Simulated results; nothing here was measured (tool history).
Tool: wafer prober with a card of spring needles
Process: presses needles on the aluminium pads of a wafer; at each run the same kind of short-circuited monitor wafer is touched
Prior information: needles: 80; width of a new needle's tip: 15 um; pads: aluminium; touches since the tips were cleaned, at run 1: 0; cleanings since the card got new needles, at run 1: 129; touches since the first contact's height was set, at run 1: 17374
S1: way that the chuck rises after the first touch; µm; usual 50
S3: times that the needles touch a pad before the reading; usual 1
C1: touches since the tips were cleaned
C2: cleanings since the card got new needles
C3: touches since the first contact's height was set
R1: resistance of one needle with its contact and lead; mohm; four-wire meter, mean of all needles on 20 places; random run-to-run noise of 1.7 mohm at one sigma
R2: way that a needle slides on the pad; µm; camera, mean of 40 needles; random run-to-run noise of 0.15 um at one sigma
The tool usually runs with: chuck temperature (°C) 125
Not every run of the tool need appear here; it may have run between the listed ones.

Run 1, day 0: usual settings; C1 0; C2 129; C3 17374. Result: R1 183 mohm, R2 13.5 µm.
At day 0.208: tips cleaned on abrasive film.
At day 0.417: tips cleaned on abrasive film.
At day 0.675: tips cleaned on abrasive film.
At day 0.933: tips cleaned on abrasive film.
At day 1.196: tips cleaned on abrasive film.
At day 1.404: tips cleaned on abrasive film.
At day 1.662: tips cleaned on abrasive film.
At day 1.921: tips cleaned on abrasive film.
At day 2.179: tips cleaned on abrasive film.
At day 2.438: tips cleaned on abrasive film.
At day 2.7: tips cleaned on abrasive film.
At day 2.958: tips cleaned on abrasive film.
At day 3.217: tips cleaned on abrasive film.
At day 3.425: tips cleaned on abrasive film.
Run 2, day 3.442: usual settings but chuck temperature (°C) 35; C1 156; C2 143; C3 50010. Result: R1 189 mohm, R2 13.11 µm.
At day 3.65: tips cleaned on abrasive film.
At day 3.908: tips cleaned on abrasive film.
At day 4.167: tips cleaned on abrasive film.
At day 4.429: tips cleaned on abrasive film.
At day 4.633: tips cleaned on abrasive film.
At day 4.896: tips cleaned on abrasive film.
At day 5.104: tips cleaned on abrasive film.
At day 5.312: tips cleaned on abrasive film.
At day 5.571: tips cleaned on abrasive film.
Run 3, day 5.733: usual settings but S1 38 µm; C1 1578; C2 152; C3 71764. Result: R1 410 mohm, R2 9.38 µm.
At day 5.788: tips cleaned on abrasive film.
At day 6.05: tips cleaned on abrasive film.
At day 6.308: tips cleaned on abrasive film.
At day 6.567: tips cleaned on abrasive film.
At day 6.825: tips cleaned on abrasive film.
At day 7.083: tips cleaned on abrasive film.
At day 7.346: tips cleaned on abrasive film.
At day 7.554: tips cleaned on abrasive film.
At day 7.812: tips cleaned on abrasive film.
At day 8.021: tips cleaned on abrasive film.
At day 8.279: tips cleaned on abrasive film.
At day 8.488: tips cleaned on abrasive film.
At day 8.746: tips cleaned on abrasive film.
At day 9.004: tips cleaned on abrasive film.
At day 9.25: tips cleaned on abrasive film.
Run 4, day 9.25: usual settings but S1 55 µm; C1 0; C2 167; C3 105083. Result: R1 188 mohm, R2 13.65 µm.
At day 9.458: tips cleaned on abrasive film.
At day 9.717: tips cleaned on abrasive film.
At day 9.975: tips cleaned on abrasive film.
At day 10.238: tips cleaned on abrasive film.
At day 10.496: tips cleaned on abrasive film.
At day 10.704: tips cleaned on abrasive film.
At day 10.962: tips cleaned on abrasive film.
Run 5, day 11.158: usual settings; C1 1878; C2 174; C3 123201. Result: R1 339 mohm, R2 11.95 µm.
At day 11.212: tips cleaned on abrasive film.
At day 11.421: tips cleaned on abrasive film.
At day 11.679: tips cleaned on abrasive film.
At day 11.888: tips cleaned on abrasive film.
At day 12.146: tips cleaned on abrasive film.
At day 12.408: tips cleaned on abrasive film.
At day 12.638: tips cleaned on abrasive film.
Run 6, day 12.638: usual settings; C1 0; C2 181; C3 137186. Result: R1 202 mohm, R2 11.76 µm.
At day 12.896: tips cleaned on abrasive film.
At day 13.062: height of the first contact set anew.
At day 13.117: tips cleaned on abrasive film.
At day 13.375: tips cleaned on abrasive film.
At day 13.583: tips cleaned on abrasive film.
At day 13.842: tips cleaned on abrasive film.
At day 14.1: tips cleaned on abrasive film.
At day 14.362: tips cleaned on abrasive film.
At day 14.571: tips cleaned on abrasive film.
At day 14.829: tips cleaned on abrasive film.
At day 15.038: tips cleaned on abrasive film.
At day 15.262: tips cleaned on abrasive film.
Run 7, day 15.262: usual settings; C1 0; C2 192; C3 20845. Result: R1 186 mohm, R2 13.3 µm.
At day 15.471: tips cleaned on abrasive film.
At day 15.729: tips cleaned on abrasive film.
At day 15.992: tips cleaned on abrasive film.
At day 16.25: tips cleaned on abrasive film.
At day 16.508: tips cleaned on abrasive film.
At day 16.717: tips cleaned on abrasive film.
At day 16.975: tips cleaned on abrasive film.
Run 8, day 16.988: usual settings; C1 119; C2 199; C3 37205. Result: R1 198 mohm, R2 13.23 µm.
At day 17.196: tips cleaned on abrasive film.
At day 17.454: tips cleaned on abrasive film.
At day 17.717: tips cleaned on abrasive film.
At day 17.975: tips cleaned on abrasive film.
At day 18.233: tips cleaned on abrasive film.
At day 18.442: tips cleaned on abrasive film.
At day 18.7: tips cleaned on abrasive film.
At day 18.925: tips cleaned on abrasive film.
Run 9, day 18.925: usual settings; C1 0; C2 207; C3 55580. Result: R1 193 mohm, R2 13 µm.
At day 19.183: tips cleaned on abrasive film.
At day 19.392: tips cleaned on abrasive film.
At day 19.654: tips cleaned on abrasive film.
At day 19.862: tips cleaned on abrasive film.
At day 20.121: tips cleaned on abrasive film.
At day 20.329: tips cleaned on abrasive film.
At day 20.588: tips cleaned on abrasive film.
At day 20.846: tips cleaned on abrasive film.
At day 21.054: tips cleaned on abrasive film.
At day 21.262: tips cleaned on abrasive film.
Run 10, day 21.412: usual settings but S1 47 µm, chuck temperature (°C) 93; C1 1455; C2 217; C3 79179. Result: R1 361 mohm, R2 11.8 µm.
At day 21.521: tips cleaned on abrasive film.
At day 21.729: tips cleaned on abrasive film.
At day 21.988: tips cleaned on abrasive film.
At day 22.246: tips cleaned on abrasive film.
At day 22.504: tips cleaned on abrasive film.
At day 22.767: tips cleaned on abrasive film.
Run 11, day 22.854: usual settings but S1 56 µm, chuck temperature (°C) 105, S3 2; C1 861; C2 223; C3 92836. Result: R1 226 mohm, R2 14.12 µm.
At day 23.012: tips cleaned on abrasive film.
At day 23.221: tips cleaned on abrasive film.
At day 23.479: tips cleaned on abrasive film.
At day 23.738: tips cleaned on abrasive film.
At day 23.996: tips cleaned on abrasive film.
At day 24.258: tips cleaned on abrasive film.
At day 24.517: tips cleaned on abrasive film.
At day 24.725: tips cleaned on abrasive film.
At day 24.933: tips cleaned on abrasive film.
At day 25.192: tips cleaned on abrasive film.
At day 25.45: tips cleaned on abrasive film.
At day 25.658: tips cleaned on abrasive film.
Run 12, day 25.825: usual settings but S1 42 µm; C1 1593; C2 235; C3 121003. Result: R1 448 mohm, R2 9.85 µm.
At day 25.879: tips cleaned on abrasive film.
At day 26.088: tips cleaned on abrasive film.
At day 26.296: tips cleaned on abrasive film.
At day 26.554: tips cleaned on abrasive film.
At day 26.812: tips cleaned on abrasive film.
At day 27.075: tips cleaned on abrasive film.
At day 27.333: tips cleaned on abrasive film.
At day 27.542: tips cleaned on abrasive film.
At day 27.8: tips cleaned on abrasive film.
At day 27.967: height of the first contact set anew.
At day 28.071: tips cleaned on abrasive film.
At day 28.279: tips cleaned on abrasive film.
At day 28.538: tips cleaned on abrasive film.
At day 28.746: tips cleaned on abrasive film.
Run 13, day 28.804: usual settings but S1 42 µm, chuck temperature (°C) 75; C1 535; C2 248; C3 7916. Result: R1 256 mohm, R2 11.52 µm.
At day 28.958: tips cleaned on abrasive film.
At day 29.221: tips cleaned on abrasive film.
At day 29.479: tips cleaned on abrasive film.
At day 29.738: tips cleaned on abrasive film.
At day 29.946: tips cleaned on abrasive film.
At day 30.204: tips cleaned on abrasive film.
At day 30.462: tips cleaned on abrasive film.
At day 30.725: tips cleaned on abrasive film.
At day 30.983: tips cleaned on abrasive film.
At day 31.242: tips cleaned on abrasive film.
At day 31.45: tips cleaned on abrasive film.
At day 31.708: tips cleaned on abrasive film.
Run 14, day 31.783: usual settings but S1 64 µm, chuck temperature (°C) 42, S3 2; C1 699; C2 260; C3 36174. Result: R1 200 mohm, R2 17.18 µm.
At day 31.938: tips cleaned on abrasive film.
At day 32.2: tips cleaned on abrasive film.
At day 32.458: tips cleaned on abrasive film.
At day 32.717: tips cleaned on abrasive film.
At day 32.925: tips cleaned on abrasive film.
At day 33.183: tips cleaned on abrasive film.
At day 33.392: tips cleaned on abrasive film.
At day 33.65: tips cleaned on abrasive film.
At day 33.912: tips cleaned on abrasive film.
At day 34.171: tips cleaned on abrasive film.
At day 34.379: tips cleaned on abrasive film.
At day 34.617: tips cleaned on abrasive film.
Run 15, day 34.617: usual settings but S1 52 µm, chuck temperature (°C) 35; C1 0; C2 272; C3 63048. Result: R1 177 mohm, R2 13.12 µm.
At day 34.875: tips cleaned on abrasive film.
At day 35.138: tips cleaned on abrasive film.
At day 35.346: tips cleaned on abrasive film.
At day 35.604: tips cleaned on abrasive film.
At day 35.812: tips cleaned on abrasive film.
At day 36.071: tips cleaned on abrasive film.
Run 16, day 36.275: usual settings but S1 52 µm, chuck temperature (°C) 35; C1 1961; C2 278; C3 78788. Result: R1 397 mohm, R2 13.04 µm.
At day 36.329: tips cleaned on abrasive film.
At day 36.538: tips cleaned on abrasive film.
At day 36.746: tips cleaned on abrasive film.
At day 37.004: tips cleaned on abrasive film.
At day 37.262: tips cleaned on abrasive film.
At day 37.525: tips cleaned on abrasive film.
At day 37.783: tips cleaned on abrasive film.
At day 38.042: tips cleaned on abrasive film.
Run 17, day 38.208: usual settings but S1 52 µm, chuck temperature (°C) 35; C1 1602; C2 286; C3 97121. Result: R1 378 mohm, R2 13.17 µm.
At day 38.262: tips cleaned on abrasive film.
At day 38.471: tips cleaned on abrasive film.
At day 38.729: tips cleaned on abrasive film.
At day 38.938: tips cleaned on abrasive film.
At day 39.196: tips cleaned on abrasive film.
At day 39.458: tips cleaned on abrasive film.
At day 39.717: tips cleaned on abrasive film.
At day 39.975: tips cleaned on abrasive film.
At day 40.233: tips cleaned on abrasive film.
At day 40.442: tips cleaned on abrasive film.
At day 40.7: tips cleaned on abrasive film.
At day 40.908: tips cleaned on abrasive film.
At day 41.171: tips cleaned on abrasive film.
Run 18, day 41.212: usual settings but chuck temperature (°C) 39; C1 423; C2 299; C3 125593. Result: R1 247 mohm, R2 12 µm.

Branching from run 18: 4 alternative next runs. What would each branch give?
At day 41.421: tips cleaned on abrasive film.
At day 41.679: tips cleaned on abrasive film.
At day 41.942: tips cleaned on abrasive film.
At day 42.2: tips cleaned on abrasive film.
At day 42.458: tips cleaned on abrasive film.
At day 42.717: tips cleaned on abrasive film.
At day 42.833: height of the first contact set anew.
At day 42.938: tips cleaned on abrasive film.
Run A, day 43.129: usual settings but S1 32 µm, chuck temperature (°C) 39, S3 2; C1 1841; C2 306; C3 2826. Result: R1 ?, R2 ?.
At day 41.421: tips cleaned on abrasive film.
At day 41.679: tips cleaned on abrasive film.
At day 41.942: tips cleaned on abrasive film.
At day 42.2: tips cleaned on abrasive film.
At day 42.458: tips cleaned on abrasive film.
At day 42.717: tips cleaned on abrasive film.
At day 42.833: height of the first contact set anew.
At day 42.938: tips cleaned on abrasive film.
Run B, day 43.129: usual settings but chuck temperature (°C) 39, S3 2; C1 1841; C2 306; C3 2826. Result: R1 ?, R2 ?.
At day 41.421: tips cleaned on abrasive film.
At day 41.679: tips cleaned on abrasive film.
At day 41.942: tips cleaned on abrasive film.
At day 42.2: tips cleaned on abrasive film.
At day 42.458: tips cleaned on abrasive film.
At day 42.717: tips cleaned on abrasive film.
At day 42.833: height of the first contact set anew.
At day 42.938: tips cleaned on abrasive film.
Run C, day 43.129: usual settings but chuck temperature (°C) 27; C1 1841; C2 306; C3 2826. Result: R1 ?, R2 ?.
At day 41.421: tips cleaned on abrasive film.
At day 41.679: tips cleaned on abrasive film.
At day 41.942: tips cleaned on abrasive film.
At day 42.2: tips cleaned on abrasive film.
At day 42.458: tips cleaned on abrasive film.
At day 42.717: tips cleaned on abrasive film.
At day 42.833: height of the first contact set anew.
At day 42.938: tips cleaned on abrasive film.
Run D, day 43.129: usual settings but S1 63 µm, chuck temperature (°C) 39; C1 1841; C2 306; C3 2826. Result: R1 ?, R2 ?.

run   R1     R2
  A  497   8.63
  B  302   13.6
  C  389  13.52
  D  306  17.18
Without the tool's unlogged condition, the same runs would have read:
run   R1     R2
  A  161   8.66
  B  155  13.63
  C  151  13.55
  D  152  17.21

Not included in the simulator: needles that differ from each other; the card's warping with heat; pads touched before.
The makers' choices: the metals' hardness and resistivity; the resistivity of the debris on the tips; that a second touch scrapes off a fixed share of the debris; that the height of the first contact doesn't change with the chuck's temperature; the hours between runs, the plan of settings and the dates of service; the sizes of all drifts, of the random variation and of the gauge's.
